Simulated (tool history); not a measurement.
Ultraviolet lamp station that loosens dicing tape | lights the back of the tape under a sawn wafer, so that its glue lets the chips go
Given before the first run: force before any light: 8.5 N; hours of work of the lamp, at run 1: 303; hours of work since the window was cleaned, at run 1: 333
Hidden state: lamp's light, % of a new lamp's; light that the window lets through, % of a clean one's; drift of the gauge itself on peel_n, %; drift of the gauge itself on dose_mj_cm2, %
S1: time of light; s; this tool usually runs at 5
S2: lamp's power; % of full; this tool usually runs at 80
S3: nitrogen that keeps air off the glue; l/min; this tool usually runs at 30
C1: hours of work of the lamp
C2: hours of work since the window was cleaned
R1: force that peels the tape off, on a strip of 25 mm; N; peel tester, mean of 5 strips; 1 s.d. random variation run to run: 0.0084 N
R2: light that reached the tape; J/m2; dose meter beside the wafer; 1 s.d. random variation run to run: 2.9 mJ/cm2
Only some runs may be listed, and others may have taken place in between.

run	day	S1	S2	S3	C1	C2	R1	R2
1	0	5	80	30	303	333	0.506	3610
2	0.408	5	80	30	309	339	0.526	3600
3	1.083	5	80	30	319	349	0.506	3640
4	1.812	5	80	11	330	360	1.367	3570
5	2.333	5	80	11	337	367	1.323	3550
6	2.692	5	80	30	342	372	0.537	3590
7	3.442	7	80	30	353	383	0.197	4920
8	3.762	5	71	30	358	388	0.715	3160
9	4.238	5	71	30	365	395	0.727	3130
10	4.85	4	80	30	374	404	0.916	2780
11	5.483	4	80	30	383	413	0.908	2800
12	6.092	4	80	30	392	422	0.949	2820
13	6.508	8	80	30	398	428	0.151	5590
14	6.829	8	80	30	402	432	0.152	5430
15	7.496	8	80	30	412	442	0.159	5510
16	8.167	5	80	30	422	452	0.571	3420
17	8.933	5	80	30	433	463	0.575	3440
18	9.575	5	80	30	442	472	0.58	3370
19	9.979	5	80	30	448	478	0.597	3360
20	10.483	5	80	30	455	485	0.598	3400
21	11.221	5	80	30	466	496	0.599	3370
22	11.646	5	80	30	472	502	0.598	3320
# day 11.767: window cleaned of glue's vapour
23	12.412	3	93	30	483	9	1.388	2250
24	12.979	4	80	20	491	18	1.454	2590
25	13.725	2	80	20	502	28	3.431	1260
26	14.383	7	71	37	512	38	0.313	3970
# day 14.721: window cleaned of glue's vapour, once more
27	15.117	7	71	37	522	6	0.234	4360
28	15.792	3	63	44	532	16	1.843	1650
29	16.329	3	63	44	540	23	1.881	1680
30	16.788	4	63	16	546	30	2.24	2170
31	17.417	4	63	16	555	39	2.195	2180
32	18.046	4	80	19	565	48	1.366	2780
33	18.75	2	95	11	575	58	3.476	1640
34	19.1	2	74	10	580	64	4.497	1240
35	19.646	2	84	32	588	71	2.592	1420
36	20.371	2	84	32	598	82	2.632	1420
37	21.012	5	84	15	608	91	1.07	3540
38	21.533	7	100	36	615	99	0.094	5880
39	22.079	8	81	10	623	107	0.592	5480
40	22.812	8	81	10	634	117	0.597	5380
41	23.258	9	80	31	640	124	0.116	6010
42	23.65	7	80	53	646	130	0.135	4680
43	24.35	5	63	53	656	140	0.681	2630

Pick out some run-to-run changes in R1. Of each, how much would a tool without hidden state show as well, from the settings, what came in and chance, and how much is left for the hidden state and any gauge scatter not in both results compared?
Run 24 -> 25: S1 4 -> 2. R1 +1.977 N: hidden state +0.212, all else +1.765.
Run 25 -> 26: S1 2 -> 7, S2 80 -> 71, S3 20 -> 37. R1 -3.118 N: hidden state -0.6, all else -2.518.
Run 27 -> 28: S1 7 -> 3, S2 71 -> 63, S3 37 -> 44. R1 +1.609 N: hidden state +0.365, all else +1.244.
Run 32 -> 33: S1 4 -> 2, S2 80 -> 95, S3 19 -> 11. R1 +2.11 N: hidden state +0.156, all else +1.954.
Run 37 -> 38: S1 5 -> 7, S2 84 -> 100, S3 15 -> 36. R1 -0.976 N: hidden state -0.36, all else -0.616.

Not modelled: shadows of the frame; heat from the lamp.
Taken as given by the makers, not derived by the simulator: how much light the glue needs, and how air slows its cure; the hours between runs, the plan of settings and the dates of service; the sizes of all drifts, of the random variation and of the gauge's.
